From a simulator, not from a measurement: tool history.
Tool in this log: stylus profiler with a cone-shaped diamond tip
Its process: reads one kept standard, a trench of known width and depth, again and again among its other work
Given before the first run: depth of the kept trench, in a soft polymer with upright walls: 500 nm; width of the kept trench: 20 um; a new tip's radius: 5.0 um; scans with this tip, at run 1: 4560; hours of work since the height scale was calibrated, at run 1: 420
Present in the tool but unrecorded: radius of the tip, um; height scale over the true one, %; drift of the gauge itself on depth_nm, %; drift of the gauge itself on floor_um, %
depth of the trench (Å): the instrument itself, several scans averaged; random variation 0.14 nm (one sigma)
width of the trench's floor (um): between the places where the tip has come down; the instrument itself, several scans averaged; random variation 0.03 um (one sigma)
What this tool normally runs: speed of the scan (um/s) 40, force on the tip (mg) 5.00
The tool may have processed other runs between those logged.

| run | hour | speed of the scan (um/s) | force on the tip (mg) | scans with this tip | hours of work since the height scale was calibrated | depth of the trench (Å) | width of the trench's floor (um) |
|---|---|---|---|---|---|---|---|
| 1 | 0.0 | 40 | 5.00 | 4560 | 420 | 5134.7 | 14.68 |
| 2 | 24.1 | 40 | 5.00 | 4756 | 438 | 5135.8 | 14.67 |
| 3 | 69.5 | 40 | 5.00 | 5125 | 472 | 5136.6 | 14.59 |
| 4 | 98.1 | 14 | 5.00 | 5358 | 494 | 5137.4 | 14.64 |
| 5 | 128.9 | 14 | 5.00 | 5608 | 517 | 5136.1 | 14.61 |
| 6 | 171.9 | 121 | 5.00 | 5958 | 549 | 5138.5 | 14.02 |
| 7 | 221.0 | 121 | 5.00 | 6357 | 586 | 5139.6 | 13.91 |
| 8 | 259.2 | 40 | 2.81 | 6668 | 614 | 5100.2 | 14.16 |
| 9 | 308.0 | 40 | 2.81 | 7065 | 651 | 5098.5 | 14.14 |
| 10 | 335.0 | 40 | 2.81 | 7285 | 671 | 5099.7 | 14.07 |
| 11 | 375.5 | 40 | 2.81 | 7614 | 702 | 5099.6 | 14.05 |
| 12 | 397.0 | 19 | 5.00 | 7789 | 718 | 5140.3 | 14.12 |
| 13 | 423.7 | 19 | 5.00 | 8006 | 738 | 5142.4 | 14.11 |
| 14 | 453.7 | 19 | 5.00 | 8250 | 760 | 5139.9 | 14.09 |
| 15 | 483.9 | 40 | 5.00 | 8495 | 783 | 5143.3 | 13.89 |
| 16 | 532.6 | 40 | 5.00 | 8891 | 819 | 5143.8 | 13.84 |
| 17 | 580.4 | 40 | 4.64 | 9281 | 855 | 5136.3 | 13.81 |
| 18 | 620.1 | 40 | 4.64 | 9603 | 885 | 5139.7 | 13.72 |
| 19 | 662.5 | 40 | 4.64 | 9948 | 917 | 5138.5 | 13.64 |
| 20 | 697.3 | 40 | 4.64 | 10231 | 943 | 5138.6 | 13.59 |
| 21 | 727.5 | 40 | 5.00 | 10476 | 965 | 5147.2 | 13.53 |
| 22 | 749.9 | 40 | 3.65 | 10659 | 982 | 5121.5 | 13.53 |
| 23 | 777.0 | 40 | 5.00 | 10880 | 1002 | 5148.4 | 13.48 |
| 24 | 822.6 | 50 | 8.79 | 11250 | 1037 | 5206.8 | 13.47 |
| 25 | 871.9 | 50 | 8.79 | 11651 | 1074 | 5207.5 | 13.45 |
| 26 | 915.3 | 123 | 4.05 | 12004 | 1106 | 5129.3 | 12.91 |
| 27 | 939.4 | 13 | 10.06 | 12200 | 1124 | 5226.3 | 13.46 |
| 28 | 986.3 | 13 | 10.06 | 12582 | 1159 | 5225.6 | 13.39 |
| 29 | 1020.8 | 13 | 10.06 | 12862 | 1185 | 5225.8 | 13.32 |
| 30 | 1058.4 | 28 | 10.06 | 13168 | 1213 | 5227.5 | 13.24 |
| 31 | 1096.6 | 28 | 10.06 | 13479 | 1242 | 5225.4 | 13.15 |
| 32 | 1146.5 | 40 | 2.21 | 13885 | 1279 | 5097.5 | 12.97 |
| 33 | 1169.9 | 40 | 2.21 | 14075 | 1297 | 5097.2 | 12.94 |
| 34 | 1205.5 | 33 | 5.19 | 14364 | 1324 | 5157.9 | 12.97 |
| 35 | 1242.6 | 33 | 5.19 | 14666 | 1351 | 5155.0 | 12.92 |
| 36 | 1291.0 | 117 | 8.87 | 15060 | 1388 | 5214.5 | 12.67 |
| 37 | 1322.1 | 15 | 3.02 | 15312 | 1411 | 5119.2 | 13.01 |
| 38 | 1348.0 | 15 | 3.02 | 15523 | 1430 | 5117.6 | 12.89 |
| 39 | 1387.7 | 27 | 1.90 | 15846 | 1460 | 5095.6 | 12.73 |
| 40 | 1428.1 | 27 | 1.90 | 16175 | 1490 | 5096.2 | 12.65 |
| 41 | 1465.2 | 27 | 3.78 | 16476 | 1518 | 5137.1 | 12.73 |
| 42 | 1511.9 | 12 | 5.78 | 16856 | 1553 | 5172.9 | 12.77 |
|  | 1558.5 | height scale calibrated on a step standard |
| 43 | 1560.7 | 29 | 3.51 | 17249 | 2 | 5100.9 | 12.58 |
| 44 | 1597.4 | 29 | 3.51 | 17547 | 29 | 5101.4 | 12.55 |
| 45 | 1626.0 | 26 | 1.68 | 17780 | 51 | 5063.5 | 12.46 |
| 46 | 1654.1 | 32 | 2.06 | 18009 | 72 | 5073.5 | 12.41 |

Measured less the same run without the tool's hidden state. The same run-to-run variation is in both; the gauge's scatter may not be:
| run | depth of the trench (Å) | width of the trench's floor (um) |
|---|---|---|
| 1 | +7.7 | -0.81 |
| 2 | +8.1 | -0.85 |
| 3 | +8.8 | -0.92 |
| 4 | +9.2 | -0.96 |
| 5 | +9.7 | -1.01 |
| 6 | +10.3 | -1.08 |
| 7 | +11.1 | -1.15 |
| 8 | +11.6 | -1.21 |
| 9 | +12.4 | -1.29 |
| 10 | +12.7 | -1.33 |
| 11 | +13.3 | -1.39 |
| 12 | +13.7 | -1.42 |
| 13 | +14.2 | -1.46 |
| 14 | +14.6 | -1.50 |
| 15 | +15.1 | -1.55 |
| 16 | +15.9 | -1.62 |
| 17 | +16.6 | -1.68 |
| 18 | +17.3 | -1.73 |
| 19 | +17.8 | -1.78 |
| 20 | +18.4 | -1.83 |
| 21 | +18.9 | -1.87 |
| 22 | +19.1 | -1.91 |
| 23 | +19.7 | -1.94 |
| 24 | +20.6 | -1.99 |
| 25 | +21.4 | -2.06 |
| 26 | +21.7 | -2.12 |
| 27 | +22.6 | -2.15 |
| 28 | +23.2 | -2.21 |
| 29 | +23.8 | -2.25 |
| 30 | +24.4 | -2.30 |
| 31 | +25.0 | -2.34 |
| 32 | +25.2 | -2.40 |
| 33 | +25.6 | -2.42 |
| 34 | +26.4 | -2.47 |
| 35 | +26.9 | -2.52 |
| 36 | +28.1 | -2.57 |
| 37 | +28.1 | -2.60 |
| 38 | +28.4 | -2.64 |
| 39 | +28.9 | -2.69 |
| 40 | +29.6 | -2.74 |
| 41 | +30.4 | -2.78 |
| 42 | +31.2 | -2.84 |
| 43 | -0.8 | -2.89 |
| 44 | -0.3 | -2.93 |
| 45 | +0.1 | -2.96 |
| 46 | +0.5 | -3.00 |
